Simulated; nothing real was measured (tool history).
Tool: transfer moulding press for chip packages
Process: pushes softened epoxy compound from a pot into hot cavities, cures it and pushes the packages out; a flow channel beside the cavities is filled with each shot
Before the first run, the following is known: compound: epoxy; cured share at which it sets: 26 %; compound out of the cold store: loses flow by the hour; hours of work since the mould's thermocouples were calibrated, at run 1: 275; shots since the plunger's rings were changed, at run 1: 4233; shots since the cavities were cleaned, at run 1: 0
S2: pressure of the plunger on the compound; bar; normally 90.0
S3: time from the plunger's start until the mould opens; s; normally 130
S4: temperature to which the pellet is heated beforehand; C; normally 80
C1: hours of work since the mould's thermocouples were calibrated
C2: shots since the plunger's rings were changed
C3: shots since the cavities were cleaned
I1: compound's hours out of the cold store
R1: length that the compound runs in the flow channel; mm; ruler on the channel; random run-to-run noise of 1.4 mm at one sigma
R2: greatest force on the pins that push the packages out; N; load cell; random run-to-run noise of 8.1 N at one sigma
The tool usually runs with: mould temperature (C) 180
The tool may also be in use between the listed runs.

Run 1, hour 0.0: usual settings; C1 275; C2 4233; C3 0; I1 18.2. Result: R1 636 mm, R2 351 N.
At hour 17.8: plunger's sealing rings changed.
Run 2, hour 74.4: usual settings but mould temperature (C) 185; C1 323; C2 530; C3 674; I1 42.9. Result: R1 564 mm, R2 336 N.
At hour 93.0: cavities cleaned with cleaning compound and waxed.
Run 3, hour 144.8: usual settings; C1 369; C2 1175; C3 485; I1 32.7. Result: R1 602 mm, R2 343 N.
At hour 179.5: cavities cleaned with cleaning compound and waxed.
Run 4, hour 236.3: usual settings but S4 81 C; C1 429; C2 2017; C3 531; I1 38.2. Result: R1 590 mm, R2 348 N.
At hour 270.2: cavities cleaned with cleaning compound and waxed.
Run 5, hour 304.3: usual settings but S4 81 C; C1 473; C2 2640; C3 319; I1 31.3. Result: R1 606 mm, R2 360 N.
At hour 358.7: cavities cleaned with cleaning compound and waxed.
Run 6, hour 383.1: usual settings but S4 81 C; C1 525; C2 3364; C3 228; I1 47.2. Result: R1 573 mm, R2 354 N.
At hour 398.1: mould's thermocouples calibrated.
At hour 449.1: cavities cleaned with cleaning compound and waxed.
Run 7, hour 449.5: usual settings but S4 84 C; C1 33; C2 3953; C3 4; I1 35.3. Result: R1 598 mm, R2 340 N.
At hour 499.1: plunger's sealing rings changed.
Run 8, hour 530.9: usual settings but S2 76.5 bar; C1 86; C2 298; C3 743; I1 29.8. Result: R1 560 mm, R2 345 N.
At hour 536.6: cavities cleaned with cleaning compound and waxed.
Run 9, hour 613.8: usual settings but S2 76.5 bar; C1 141; C2 1059; C3 722; I1 31.2. Result: R1 560 mm, R2 355 N.
At hour 628.8: cavities cleaned with cleaning compound and waxed.
Run 10, hour 669.0: usual settings but S2 76.5 bar; C1 176; C2 1562; C3 376; I1 40.0. Result: R1 540 mm, R2 338 N.
At hour 717.6: cavities cleaned with cleaning compound and waxed.
Run 11, hour 763.9: usual settings but mould temperature (C) 186, S2 86.4 bar, S4 71 C; C1 239; C2 2437; C3 434; I1 34.8. Result: R1 567 mm, R2 346 N.
At hour 804.2: cavities cleaned with cleaning compound and waxed.
Run 12, hour 857.1: usual settings but mould temperature (C) 186, S2 86.4 bar, S3 117 s, S4 71 C; C1 300; C2 3296; C3 496; I1 45.3. Result: R1 547 mm, R2 345 N.
At hour 892.8: cavities cleaned with cleaning compound and waxed.
Run 13, hour 926.5: usual settings but S2 97.8 bar; C1 346; C2 3932; C3 316; I1 20.5. Result: R1 657 mm, R2 351 N.
At hour 977.0: plunger's sealing rings changed.
At hour 983.5: cavities cleaned with cleaning compound and waxed.
Run 14, hour 1016.9: usual settings but mould temperature (C) 178, S3 153 s; C1 403; C2 360; C3 312; I1 18.4. Result: R1 642 mm, R2 333 N.
At hour 1069.8: cavities cleaned with cleaning compound and waxed.
Run 15, hour 1084.7: usual settings but mould temperature (C) 184; C1 448; C2 981; C3 139; I1 40.0. Result: R1 576 mm, R2 343 N.
Run 16, hour 1132.0: usual settings but mould temperature (C) 175, S2 72.2 bar, S3 119 s; C1 479; C2 1424; C3 582; I1 44.5. Result: R1 535 mm, R2 451 N.
At hour 1157.0: cavities cleaned with cleaning compound and waxed.
Run 17, hour 1193.3: usual settings but mould temperature (C) 183, S3 144 s; C1 519; C2 1984; C3 340; I1 9.7. Result: R1 644 mm, R2 332 N.
At hour 1220.0: mould's thermocouples calibrated.
At hour 1244.6: cavities cleaned with cleaning compound and waxed.
Run 18, hour 1244.6: usual settings but mould temperature (C) 183, S2 87.6 bar, S3 144 s; C1 15; C2 2431; C3 0; I1 13.0. Result: R1 627 mm, R2 332 N.
Run 19, hour 1316.0: usual settings but S3 165 s; C1 63; C2 3100; C3 669; I1 32.7. Result: R1 604 mm, R2 341 N.
At hour 1331.3: cavities cleaned with cleaning compound and waxed.
Run 20, hour 1408.8: usual settings but S3 165 s; C1 124; C2 3955; C3 725; I1 14.2. Result: R1 644 mm, R2 336 N.

4 ways to go on from here, each from the tool as it stands after run 20. What would each give?
At hour 1420.1: cavities cleaned with cleaning compound and waxed.
At hour 1454.9: plunger's sealing rings changed.
Run A, hour 1462.9: usual settings but S2 89.2 bar, S4 86 C; C1 158; C2 75; C3 377; I1 21.6. Result: R1 ?, R2 ?.
At hour 1420.1: cavities cleaned with cleaning compound and waxed.
At hour 1454.9: plunger's sealing rings changed.
Run B, hour 1462.9: usual settings but mould temperature (C) 179, S2 90.9 bar, S3 146 s; C1 158; C2 75; C3 377; I1 23.3. Result: R1 ?, R2 ?.
At hour 1420.1: cavities cleaned with cleaning compound and waxed.
At hour 1454.9: plunger's sealing rings changed.
Run C, hour 1462.9: usual settings but mould temperature (C) 183, S3 144 s; C1 158; C2 75; C3 377; I1 44.7. Result: R1 ?, R2 ?.
At hour 1420.1: cavities cleaned with cleaning compound and waxed.
At hour 1454.9: plunger's sealing rings changed.
Run D, hour 1462.9: usual settings but S3 165 s; C1 158; C2 75; C3 377; I1 28.7. Result: R1 ?, R2 ?.

run   R1   R2
  A  626  357
  B  630  356
  C  568  324
  D  611  335
Without the tool's unlogged condition, the same runs would have read:
run   R1   R2
  A  626  355
  B  630  354
  C  568  323
  D  611  333
